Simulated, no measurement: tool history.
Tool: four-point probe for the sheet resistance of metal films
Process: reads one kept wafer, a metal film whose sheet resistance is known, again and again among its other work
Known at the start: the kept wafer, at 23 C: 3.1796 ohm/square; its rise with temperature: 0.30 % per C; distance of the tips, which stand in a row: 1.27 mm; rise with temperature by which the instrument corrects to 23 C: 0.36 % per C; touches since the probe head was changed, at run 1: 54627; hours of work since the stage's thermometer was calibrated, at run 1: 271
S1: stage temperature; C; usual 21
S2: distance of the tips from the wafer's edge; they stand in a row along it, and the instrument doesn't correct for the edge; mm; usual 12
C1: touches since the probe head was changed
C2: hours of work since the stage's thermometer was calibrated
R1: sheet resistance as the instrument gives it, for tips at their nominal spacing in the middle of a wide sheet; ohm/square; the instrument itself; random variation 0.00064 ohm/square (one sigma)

{"run": 1, "hour": 0.0, "S1": 21, "S2": 12, "C1": 54627, "C2": 271, "R1": 3.177248}
{"run": 2, "hour": 83.1, "S1": 21, "S2": 4, "C1": 56329, "C2": 331, "R1": 3.319538}
{"run": 3, "hour": 149.5, "S1": 20, "S2": 4, "C1": 57689, "C2": 379, "R1": 3.321536}
{"run": 4, "hour": 249.4, "S1": 21, "S2": 12, "C1": 59735, "C2": 451, "R1": 3.17403}
{"run": 5, "hour": 315.4, "S1": 21, "S2": 37, "C1": 61088, "C2": 499, "R1": 3.156523}
{"run": 6, "hour": 390.2, "S1": 21, "S2": 37, "C1": 62620, "C2": 553, "R1": 3.156048}
{"run": 7, "hour": 433.4, "S1": 21, "S2": 37, "C1": 63505, "C2": 584, "R1": 3.1558}
{"run": 8, "hour": 520.7, "S1": 18, "S2": 12, "C1": 65293, "C2": 647, "R1": 3.177084}
{"run": 9, "hour": 614.7, "S1": 30, "S2": 12, "C1": 67217, "C2": 715, "R1": 3.154235}
{"run": 10, "hour": 703.8, "S1": 21, "S2": 6, "C1": 69043, "C2": 780, "R1": 3.226622}
{"run": 11, "hour": 798.7, "S1": 21, "S2": 12, "C1": 70987, "C2": 848, "R1": 3.17037}
{"run": 12, "hour": 904.5, "S1": 21, "S2": 12, "C1": 73153, "C2": 924, "R1": 3.168359}
{"run": 13, "hour": 986.4, "S1": 21, "S2": 12, "C1": 74832, "C2": 984, "R1": 3.166649}
{"run": 14, "hour": 1049.5, "S1": 21, "S2": 19, "C1": 76124, "C2": 1029, "R1": 3.156599}
{"run": 15, "hour": 1130.8, "S1": 21, "S2": 19, "C1": 77790, "C2": 1088, "R1": 3.156272}
{"run": 16, "hour": 1198.3, "S1": 21, "S2": 19, "C1": 79172, "C2": 1137, "R1": 3.155787}
{"run": 17, "hour": 1299.3, "S1": 21, "S2": 12, "C1": 81240, "C2": 1210, "R1": 3.165458}
{"hour": 1340.8, "done": "stage's thermometer calibrated"}
{"run": 18, "hour": 1401.7, "S1": 21, "S2": 12, "C1": 83327, "C2": 44, "R1": 3.165146}
{"run": 19, "hour": 1460.0, "S1": 21, "S2": 12, "C1": 84522, "C2": 86, "R1": 3.164532}
{"run": 20, "hour": 1542.8, "S1": 25, "S2": 26, "C1": 86218, "C2": 146, "R1": 3.141514}
{"run": 21, "hour": 1620.3, "S1": 25, "S2": 26, "C1": 87805, "C2": 202, "R1": 3.140947}
{"hour": 1630.9, "done": "stage's thermometer calibrated, once more"}
{"run": 22, "hour": 1685.8, "S1": 29, "S2": 18, "C1": 89137, "C2": 40, "R1": 3.13598}
{"run": 23, "hour": 1732.6, "S1": 29, "S2": 18, "C1": 90096, "C2": 73, "R1": 3.135746}
{"run": 24, "hour": 1804.5, "S1": 29, "S2": 18, "C1": 91568, "C2": 125, "R1": 3.135452}
{"run": 25, "hour": 1907.7, "S1": 29, "S2": 18, "C1": 93681, "C2": 200, "R1": 3.13417}

The next listed run, before its measurement:
{"run": 26, "hour": 1959.3, "S1": 20, "S2": 18, "C1": 94739, "C2": 237, "R1": "?"}

Run 26 gave R1 3.150503 ohm/square.
Without the tool's hidden state the same run would have given R1 3.193631 ohm/square.
